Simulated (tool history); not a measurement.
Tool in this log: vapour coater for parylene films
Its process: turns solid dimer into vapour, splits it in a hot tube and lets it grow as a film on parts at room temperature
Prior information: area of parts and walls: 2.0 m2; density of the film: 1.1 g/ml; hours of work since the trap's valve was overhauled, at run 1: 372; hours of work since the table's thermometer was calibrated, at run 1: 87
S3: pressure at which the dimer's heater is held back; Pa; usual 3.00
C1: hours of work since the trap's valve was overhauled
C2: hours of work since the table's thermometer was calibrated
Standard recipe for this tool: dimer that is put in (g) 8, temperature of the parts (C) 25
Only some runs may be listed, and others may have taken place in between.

Run 1, hour 0.0: usual settings; C1 372; C2 87. Result: thickness of the film (um) 2.35.
Run 2, hour 20.3: usual settings; C1 384; C2 99. Result: thickness of the film (um) 2.39.
Run 3, hour 37.4: usual settings; C1 394; C2 109. Result: thickness of the film (um) 2.29.
Run 4, hour 52.1: usual settings but dimer that is put in (g) 7; C1 403; C2 118. Result: thickness of the film (um) 2.05.
Run 5, hour 73.0: usual settings but dimer that is put in (g) 10; C1 415; C2 130. Result: thickness of the film (um) 2.91.
Run 6, hour 84.4: usual settings but dimer that is put in (g) 10; C1 422; C2 137. Result: thickness of the film (um) 2.83.
Run 7, hour 97.1: usual settings but dimer that is put in (g) 10; C1 429; C2 145. Result: thickness of the film (um) 2.85.
Run 8, hour 124.6: usual settings; C1 445; C2 161. Result: thickness of the film (um) 2.31.
Run 9, hour 142.0: usual settings; C1 455; C2 171. Result: thickness of the film (um) 2.29.
Run 10, hour 160.3: usual settings but dimer that is put in (g) 5; C1 466; C2 182. Result: thickness of the film (um) 1.47.
Run 11, hour 187.3: usual settings but dimer that is put in (g) 5; C1 482; C2 198. Result: thickness of the film (um) 1.41.
Run 12, hour 208.1: usual settings but dimer that is put in (g) 5; C1 494; C2 210. Result: thickness of the film (um) 1.38.
Run 13, hour 226.8: usual settings but dimer that is put in (g) 5; C1 505; C2 221. Result: thickness of the film (um) 1.42.
Run 14, hour 249.1: usual settings but dimer that is put in (g) 5; C1 519; C2 234. Result: thickness of the film (um) 1.43.
Run 15, hour 261.7: usual settings; C1 526; C2 241. Result: thickness of the film (um) 2.31.
Run 16, hour 286.8: usual settings; C1 541; C2 256. Result: thickness of the film (um) 2.29.
Run 17, hour 304.5: usual settings; C1 551; C2 267. Result: thickness of the film (um) 2.24.
Run 18, hour 324.9: usual settings; C1 563; C2 279. Result: thickness of the film (um) 2.22.
Run 19, hour 351.7: usual settings but temperature of the parts (C) 34; C1 579; C2 294. Result: thickness of the film (um) 1.59.
Run 20, hour 364.3: usual settings but temperature of the parts (C) 34, S3 6.33 Pa; C1 586; C2 302. Result: thickness of the film (um) 1.53.
Run 21, hour 387.0: usual settings but S3 6.22 Pa; C1 600; C2 315. Result: thickness of the film (um) 2.11.
Run 22, hour 405.6: usual settings but S3 6.22 Pa; C1 611; C2 326. Result: thickness of the film (um) 2.13.
Run 23, hour 421.9: usual settings but dimer that is put in (g) 5, temperature of the parts (C) 18, S3 2.08 Pa; C1 620; C2 336. Result: thickness of the film (um) 1.84.
Run 24, hour 441.9: usual settings but dimer that is put in (g) 5, temperature of the parts (C) 18, S3 2.08 Pa; C1 632; C2 348. Result: thickness of the film (um) 1.82.
Run 25, hour 459.0: usual settings but dimer that is put in (g) 5, temperature of the parts (C) 18, S3 2.08 Pa; C1 642; C2 358. Result: thickness of the film (um) 1.85.
Run 26, hour 481.8: usual settings but temperature of the parts (C) 22, S3 2.17 Pa; C1 656; C2 371. Result: thickness of the film (um) 2.55.
Run 27, hour 494.6: usual settings but temperature of the parts (C) 22, S3 2.17 Pa; C1 663; C2 379. Result: thickness of the film (um) 2.51.
Run 28, hour 520.5: usual settings but temperature of the parts (C) 22, S3 2.17 Pa; C1 678; C2 394. Result: thickness of the film (um) 2.53.
Run 29, hour 532.0: usual settings but temperature of the parts (C) 22, S3 2.17 Pa; C1 685; C2 401. Result: thickness of the film (um) 2.52.
At hour 558.8: trap's valve overhauled.
Run 30, hour 559.0: usual settings but dimer that is put in (g) 4, temperature of the parts (C) 22, S3 2.17 Pa; C1 0; C2 414. Result: thickness of the film (um) 1.36.
Run 31, hour 585.4: usual settings but dimer that is put in (g) 13, temperature of the parts (C) 22, S3 6.19 Pa; C1 16; C2 430. Result: thickness of the film (um) 4.17.
Run 32, hour 605.6: usual settings but dimer that is put in (g) 13, temperature of the parts (C) 22, S3 4.46 Pa; C1 28; C2 442. Result: thickness of the film (um) 4.16.
Run 33, hour 617.0: usual settings but dimer that is put in (g) 10, S3 4.70 Pa; C1 34; C2 448. Result: thickness of the film (um) 2.88.
Run 34, hour 642.8: usual settings but dimer that is put in (g) 10, S3 4.70 Pa; C1 49; C2 463. Result: thickness of the film (um) 2.85.
Run 35, hour 657.4: usual settings but S3 3.03 Pa; C1 58; C2 472. Result: thickness of the film (um) 2.40.
Run 36, hour 676.8: usual settings but dimer that is put in (g) 3, temperature of the parts (C) 22, S3 2.05 Pa; C1 69; C2 483. Result: thickness of the film (um) 1.02.
Run 37, hour 697.0: usual settings but dimer that is put in (g) 3, temperature of the parts (C) 22, S3 2.05 Pa; C1 81; C2 495. Result: thickness of the film (um) 1.00.
Run 38, hour 716.4: usual settings but dimer that is put in (g) 14; C1 93; C2 507. Result: thickness of the film (um) 4.09.

5 options for the next run, each taken on its own from the tool as it stands now. Forecast them:
Run A, hour 737.1: usual settings but dimer that is put in (g) 6, temperature of the parts (C) 18; C1 105; C2 519. Result: thickness of the film (um) ?.
Run B, hour 737.1: usual settings but dimer that is put in (g) 14, temperature of the parts (C) 17; C1 105; C2 519. Result: thickness of the film (um) ?.
Run C, hour 737.1: usual settings but dimer that is put in (g) 14, S3 8.81 Pa; C1 105; C2 519. Result: thickness of the film (um) ?.
Run D, hour 737.1: usual settings but dimer that is put in (g) 6, S3 4.63 Pa; C1 105; C2 519. Result: thickness of the film (um) ?.
Run E, hour 737.1: usual settings but dimer that is put in (g) 9, S3 2.55 Pa; C1 105; C2 519. Result: thickness of the film (um) ?.

run  thickness of the film (um)
  A                        2.25
  B                        5.47
  C                        3.75
  D                        1.75
  E                        2.71
With the hidden condition removed and each run's random variation left untouched, the same runs would have given:
run  thickness of the film (um)
  A                        2.33
  B                        5.66
  C                        3.88
  D                        1.81
  E                        2.80
